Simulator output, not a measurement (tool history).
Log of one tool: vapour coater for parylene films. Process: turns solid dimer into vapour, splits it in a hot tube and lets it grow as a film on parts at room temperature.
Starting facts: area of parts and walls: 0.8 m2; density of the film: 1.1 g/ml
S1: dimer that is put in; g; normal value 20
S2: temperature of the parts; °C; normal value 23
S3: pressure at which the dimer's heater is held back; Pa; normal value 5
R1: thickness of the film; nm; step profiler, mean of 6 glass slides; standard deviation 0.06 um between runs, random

| run | hour | S1 | S2 | S3 | R1 |
|---|---|---|---|---|---|
| 1 | 0 | 20 | 23 | 5 | 17130 |
| 2 | 12.8 | 20 | 23 | 5 | 17180 |
| 3 | 26.4 | 20 | 23 | 5 | 17220 |
| 4 | 40.2 | 8 | 23 | 5 | 6880 |
| 5 | 50.4 | 20 | 23 | 5 | 17340 |
| 6 | 66.9 | 26 | 23 | 5 | 22410 |
| 7 | 77.2 | 33 | 23 | 5 | 28560 |
| 8 | 94.6 | 20 | 22 | 5 | 17840 |
| 9 | 108.2 | 20 | 22 | 5 | 17940 |
| 10 | 124.8 | 20 | 23 | 5 | 17360 |
| 11 | 143.8 | 20 | 23 | 5 | 17420 |
| 12 | 158 | 20 | 23 | 5 | 17510 |
| 13 | 175 | 13 | 23 | 11.93 | 9940 |
| 14 | 188.5 | 20 | 23 | 4 | 18170 |
| 15 | 207.4 | 21 | 32 | 4.94 | 13740 |
| 16 | 224.1 | 21 | 32 | 4.94 | 13800 |
| 17 | 234.1 | 21 | 32 | 4.94 | 13760 |
| 18 | 243.9 | 21 | 32 | 4.94 | 13800 |
| 19 | 253.6 | 20 | 23 | 6.02 | 16970 |
|  | 254.7 | gauge calibrated |
| 20 | 273.2 | 20 | 16 | 5 | 21570 |
| 21 | 292 | 15 | 23 | 10.06 | 11620 |
| 22 | 307.5 | 19 | 35 | 6.69 | 10590 |
| 23 | 324.5 | 9 | 23 | 5 | 7770 |

Here are 4 independent what-if runs from the current tool condition. What would each one return?
| A | 344.3 | 20 | 20 | 3.81 | ? |
| B | 344.3 | 13 | 16 | 5 | ? |
| C | 344.3 | 9 | 15 | 5 | ? |
| D | 344.3 | 9 | 25 | 5 | ? |

| run | R1 |
|---|---|
| A | 19850 |
| B | 14110 |
| C | 10140 |
| D | 7280 |
Without the tool's unlogged condition, the same runs would have read:
| run | R1 |
|---|---|
| A | 19700 |
| B | 14000 |
| C | 10060 |
| D | 7220 |
